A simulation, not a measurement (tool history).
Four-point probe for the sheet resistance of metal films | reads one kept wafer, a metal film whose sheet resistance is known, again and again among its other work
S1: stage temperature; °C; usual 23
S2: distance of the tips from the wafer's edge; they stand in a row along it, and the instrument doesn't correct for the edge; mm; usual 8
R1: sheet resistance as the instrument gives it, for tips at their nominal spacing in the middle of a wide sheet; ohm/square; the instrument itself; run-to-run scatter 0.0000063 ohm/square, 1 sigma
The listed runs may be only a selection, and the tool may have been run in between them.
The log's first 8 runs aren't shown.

| run | hour | S1 | S2 | R1 |
|---|---|---|---|---|
| 9 | 297.9 | 23 | 45 | 0.031753 |
| 10 | 325.4 | 34 | 8 | 0.031665 |
| 11 | 353.5 | 34 | 8 | 0.031679 |
| 12 | 382 | 34 | 8 | 0.031665 |
| 13 | 416.5 | 34 | 8 | 0.031682 |
| 14 | 444 | 23 | 8 | 0.031871 |
| 15 | 470.5 | 23 | 8 | 0.031871 |
| 16 | 509.3 | 23 | 8 | 0.031861 |
| 17 | 547.1 | 23 | 8 | 0.031878 |
| 18 | 587.7 | 23 | 8 | 0.031891 |
| 19 | 631.8 | 23 | 3 | 0.032531 |
| 20 | 663.5 | 23 | 3 | 0.03253 |

Forecast run 21:
| 21 | 709.7 | 25 | 4 | ? |

{"run 21": {"R1": 0.03217}}
Without the tool's hidden state the same run would have given R1 0.031882 ohm/square.
